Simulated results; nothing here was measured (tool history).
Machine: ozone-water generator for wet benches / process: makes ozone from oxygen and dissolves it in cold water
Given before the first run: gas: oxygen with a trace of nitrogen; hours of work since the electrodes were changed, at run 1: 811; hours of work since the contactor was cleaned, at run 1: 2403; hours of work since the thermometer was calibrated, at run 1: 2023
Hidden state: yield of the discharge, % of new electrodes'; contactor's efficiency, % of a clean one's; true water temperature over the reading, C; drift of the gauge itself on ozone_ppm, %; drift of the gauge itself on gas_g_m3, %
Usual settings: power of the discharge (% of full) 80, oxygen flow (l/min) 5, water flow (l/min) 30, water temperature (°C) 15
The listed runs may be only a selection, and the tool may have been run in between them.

run,hour,power of the discharge (% of full),oxygen flow (l/min),water flow (l/min),water temperature (°C),hours of work since the electrodes were changed,hours of work since the contactor was cleaned,hours of work since the thermometer was calibrated,dissolved ozone (ppm),ozone in the gas ahead of the water (g/m3)
1,0,80,5,30,15,811,2403,2023,20.7,232
2,29.4,80,5,24,15,834,2426,2047,25.1,232.4
3,59.5,47,5,30,15,858,2450,2070,13.7,154.9
4,90.7,80,5,30,13,882,2475,2095,21.2,233.2
5,109,80,5,30,13,897,2489,2110,20.9,233.8
6,133.3,80,5,30,13,916,2509,2129,21.1,235
7,175.4,80,5,30,13,949,2542,2162,20.9,234.1
8,205.8,80,5,30,15,973,2566,2186,20.5,231.8
9,242.4,80,5,30,15,1002,2595,2215,20.3,233.5
10,271.1,80,5,30,15,1025,2618,2238,20.4,234.6
11,295.1,80,5,30,8,1044,2637,2257,22.1,234.1
12,315.1,80,5,30,8,1060,2652,2273,22.1,235.4
13,353,80,5,30,8,1090,2682,2303,22.2,234.8
14,376.1,94,5,30,15,1108,2701,2321,23.4,265.2
15,393.9,46,5,30,15,1122,2715,2335,13.4,154.8
16,428.3,46,5,30,15,1149,2742,2362,13.4,156
17,468.8,46,5,30,8,1181,2774,2394,14.6,155.2
18,488.5,44,4.95,25,15,1197,2789,2410,15.4,151.6
19,510.4,48,5,30,15,1214,2807,2427,13.8,159.4
20,547.9,79,5,30,13,1244,2836,2457,20.7,233.3
21,578.9,79,5,30,13,1268,2861,2481,20.8,235.6
22,615.3,79,5,27,11,1297,2890,2510,23.4,236.2
23,643.2,79,5,27,11,1319,2912,2532,23.3,237.4
24,682.9,79,5,27,11,1351,2943,2564,23.1,235.9
# hour 715: gauge calibrated
25,715.9,80,5,30,12,1377,2969,2590,21.2,232.9
26,738,46,5.23,26,12,1394,2987,2607,16,148.5
27,765,46,5.23,26,12,1416,3008,2628,15.9,149.8
28,791.8,46,5.23,26,12,1437,3029,2650,15.9,150.4
29,824.4,46,5,30,15,1463,3055,2675,13.4,152.8
30,844.2,60,4.81,37,15,1478,3071,2691,13.3,190
31,865,60,4.84,37,13,1495,3087,2708,13.7,190.8
32,897.4,60,4.84,37,13,1520,3113,2733,13.4,189
33,924.6,97,4.84,37,15,1542,3134,2755,19.2,275

Branching from run 33: 3 alternative next runs. What would each branch give?
A,964.8,67,4.84,37,10,1574,3166,2786,?,?
B,964.8,97,7.06,19,15,1574,3166,2786,?,?
C,964.8,97,4.37,26,20,1574,3166,2786,?,?

run,dissolved ozone (ppm),ozone in the gas ahead of the water (g/m3)
A,15.3,207.9
B,35.8,229
C,24.8,289.8
Without the tool's hidden state the same runs would have given:
run,dissolved ozone (ppm),ozone in the gas ahead of the water (g/m3)
A,15.3,205.9
B,35.9,226.9
C,24.8,287.1

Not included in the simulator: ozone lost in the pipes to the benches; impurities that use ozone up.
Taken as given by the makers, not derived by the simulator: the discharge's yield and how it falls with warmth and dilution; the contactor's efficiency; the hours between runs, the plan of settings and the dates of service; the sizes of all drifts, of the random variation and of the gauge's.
